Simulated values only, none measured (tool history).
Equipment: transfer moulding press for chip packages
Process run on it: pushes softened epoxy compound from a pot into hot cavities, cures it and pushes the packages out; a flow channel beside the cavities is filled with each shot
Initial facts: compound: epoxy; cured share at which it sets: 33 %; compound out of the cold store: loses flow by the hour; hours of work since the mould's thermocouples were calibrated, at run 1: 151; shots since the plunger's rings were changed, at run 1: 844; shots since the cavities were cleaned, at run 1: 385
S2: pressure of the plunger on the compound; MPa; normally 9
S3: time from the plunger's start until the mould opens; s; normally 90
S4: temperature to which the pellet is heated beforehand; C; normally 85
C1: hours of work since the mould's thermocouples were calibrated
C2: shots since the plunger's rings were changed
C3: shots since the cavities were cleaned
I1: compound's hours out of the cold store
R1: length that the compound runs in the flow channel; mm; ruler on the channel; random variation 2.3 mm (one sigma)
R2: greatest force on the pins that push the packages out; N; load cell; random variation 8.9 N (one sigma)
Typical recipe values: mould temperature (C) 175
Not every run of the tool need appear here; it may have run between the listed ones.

{"run": 1, "day": 0.0, "mould temperature (C)": 175, "S2": 9, "S3": 90, "S4": 85, "C1": 151, "C2": 844, "C3": 385, "I1": 34.7, "R1": 464, "R2": 534}
{"run": 2, "day": 0.938, "mould temperature (C)": 175, "S2": 9, "S3": 105, "S4": 85, "C1": 161, "C2": 1044, "C3": 585, "I1": 35.7, "R1": 465, "R2": 471}
{"day": 1.262, "done": "cavities cleaned with cleaning compound and waxed"}
{"run": 3, "day": 2.7, "mould temperature (C)": 172, "S2": 9, "S3": 90, "S4": 85, "C1": 178, "C2": 1408, "C3": 308, "I1": 28.2, "R1": 479, "R2": 654}
{"day": 4.258, "done": "cavities cleaned with cleaning compound and waxed"}
{"run": 4, "day": 4.292, "mould temperature (C)": 172, "S2": 9, "S3": 90, "S4": 85, "C1": 194, "C2": 1735, "C3": 7, "I1": 22.7, "R1": 499, "R2": 521}
{"run": 5, "day": 5.446, "mould temperature (C)": 172, "S2": 9, "S3": 90, "S4": 85, "C1": 206, "C2": 1981, "C3": 253, "I1": 31.7, "R1": 467, "R2": 613}
{"run": 6, "day": 7.067, "mould temperature (C)": 172, "S2": 9, "S3": 90, "S4": 85, "C1": 222, "C2": 2328, "C3": 600, "I1": 12.7, "R1": 522, "R2": 758}
{"day": 7.288, "done": "cavities cleaned with cleaning compound and waxed"}
{"run": 7, "day": 8.325, "mould temperature (C)": 175, "S2": 9, "S3": 90, "S4": 85, "C1": 235, "C2": 2584, "C3": 223, "I1": 13.1, "R1": 512, "R2": 521}
{"run": 8, "day": 9.579, "mould temperature (C)": 175, "S2": 9, "S3": 90, "S4": 85, "C1": 248, "C2": 2852, "C3": 491, "I1": 33.9, "R1": 452, "R2": 561}
{"day": 10.221, "done": "cavities cleaned with cleaning compound and waxed"}
{"run": 9, "day": 11.425, "mould temperature (C)": 175, "S2": 9, "S3": 90, "S4": 85, "C1": 266, "C2": 3233, "C3": 257, "I1": 11.8, "R1": 511, "R2": 559}
{"run": 10, "day": 12.896, "mould temperature (C)": 175, "S2": 9, "S3": 90, "S4": 85, "C1": 281, "C2": 3547, "C3": 571, "I1": 17, "R1": 491, "R2": 600}
{"day": 13.2, "done": "cavities cleaned with cleaning compound and waxed"}
{"run": 11, "day": 14.483, "mould temperature (C)": 175, "S2": 9, "S3": 90, "S4": 85, "C1": 297, "C2": 3874, "C3": 275, "I1": 12.7, "R1": 500, "R2": 553}
{"run": 12, "day": 15.729, "mould temperature (C)": 175, "S2": 9, "S3": 90, "S4": 85, "C1": 309, "C2": 4140, "C3": 541, "I1": 30.1, "R1": 450, "R2": 562}
{"day": 16.292, "done": "cavities cleaned with cleaning compound and waxed"}
{"run": 13, "day": 17.646, "mould temperature (C)": 175, "S2": 9, "S3": 90, "S4": 85, "C1": 329, "C2": 4537, "C3": 290, "I1": 13.9, "R1": 494, "R2": 569}
{"day": 19.254, "done": "cavities cleaned with cleaning compound and waxed"}
{"run": 14, "day": 19.254, "mould temperature (C)": 173, "S2": 7.93, "S3": 89, "S4": 90, "C1": 344, "C2": 4867, "C3": 0, "I1": 39.8, "R1": 399, "R2": 465}
{"run": 15, "day": 20.546, "mould temperature (C)": 177, "S2": 7.5, "S3": 124, "S4": 82, "C1": 358, "C2": 5143, "C3": 276, "I1": 12.8, "R1": 439, "R2": 377}
{"day": 20.904, "done": "plunger's sealing rings changed"}
{"day": 22.321, "done": "cavities cleaned with cleaning compound and waxed"}
{"run": 16, "day": 22.538, "mould temperature (C)": 177, "S2": 7.5, "S3": 124, "S4": 82, "C1": 376, "C2": 336, "C3": 47, "I1": 19.3, "R1": 466, "R2": 317}
{"run": 17, "day": 23.583, "mould temperature (C)": 177, "S2": 7.5, "S3": 124, "S4": 82, "C1": 387, "C2": 559, "C3": 270, "I1": 39.1, "R1": 416, "R2": 375}
{"run": 18, "day": 24.796, "mould temperature (C)": 177, "S2": 7.5, "S3": 124, "S4": 82, "C1": 400, "C2": 818, "C3": 529, "I1": 28, "R1": 441, "R2": 417}
{"day": 25.396, "done": "cavities cleaned with cleaning compound and waxed"}
{"run": 19, "day": 25.738, "mould temperature (C)": 177, "S2": 7.5, "S3": 124, "S4": 82, "C1": 409, "C2": 1006, "C3": 72, "I1": 44.6, "R1": 398, "R2": 334}
{"run": 20, "day": 26.538, "mould temperature (C)": 173, "S2": 8.36, "S3": 90, "S4": 85, "C1": 417, "C2": 1177, "C3": 243, "I1": 19.8, "R1": 487, "R2": 596}
{"run": 21, "day": 28.162, "mould temperature (C)": 175, "S2": 7.56, "S3": 90, "S4": 84, "C1": 434, "C2": 1525, "C3": 591, "I1": 14.6, "R1": 470, "R2": 595}
{"day": 28.346, "done": "cavities cleaned with cleaning compound and waxed"}
{"day": 29.45, "done": "mould's thermocouples calibrated"}
{"run": 22, "day": 29.912, "mould temperature (C)": 180, "S2": 8.39, "S3": 104, "S4": 84, "C1": 5, "C2": 1868, "C3": 317, "I1": 42.8, "R1": 413, "R2": 390}
{"day": 31.458, "done": "cavities cleaned with cleaning compound and waxed"}
{"run": 23, "day": 31.604, "mould temperature (C)": 180, "S2": 8.39, "S3": 86, "S4": 91, "C1": 22, "C2": 2216, "C3": 31, "I1": 23.8, "R1": 462, "R2": 371}
{"run": 24, "day": 32.9, "mould temperature (C)": 180, "S2": 8.39, "S3": 86, "S4": 91, "C1": 35, "C2": 2493, "C3": 308, "I1": 35.6, "R1": 428, "R2": 427}
{"run": 25, "day": 34.025, "mould temperature (C)": 175, "S2": 9, "S3": 115, "S4": 88, "C1": 46, "C2": 2734, "C3": 549, "I1": 40.5, "R1": 435, "R2": 425}
{"day": 34.4, "done": "cavities cleaned with cleaning compound and waxed"}
{"run": 26, "day": 35.021, "mould temperature (C)": 175, "S2": 7.55, "S3": 115, "S4": 77, "C1": 56, "C2": 2934, "C3": 133, "I1": 25.2, "R1": 431, "R2": 339}

Selected run-to-run steps in R1, each split into two signed amounts: the part the tool would show with no hidden state at all (from settings, incoming material and random variation), and the remainder, which goes to the hidden state together with any gauge scatter not common to the measured and the hidden-state-free results:
Hidden state at play: true mould temperature over the reading, C; pressure that reaches the compound, % of what is set; grip of the stained cavities, % over clean ones'; drift of the gauge itself on flow_mm, %; drift of the gauge itself on push_out_n, %.
Run 12 -> 13: cavities cleaned with cleaning compound and waxed. R1 +44 mm: hidden state -7, all else +51.
Run 13 -> 14: mould temperature (C) 175 -> 173, S2 9 -> 7.93, S3 90 -> 89, S4 85 -> 90, cavities cleaned with cleaning compound and waxed. R1 -95 mm: hidden state +5, all else -100.
Run 15 -> 16: plunger's sealing rings changed, cavities cleaned with cleaning compound and waxed. R1 +27 mm: hidden state +37, all else -10.
Run 19 -> 20: mould temperature (C) 177 -> 173, S2 7.5 -> 8.36, S3 124 -> 90, S4 82 -> 85. R1 +89 mm: hidden state -2, all else +91.
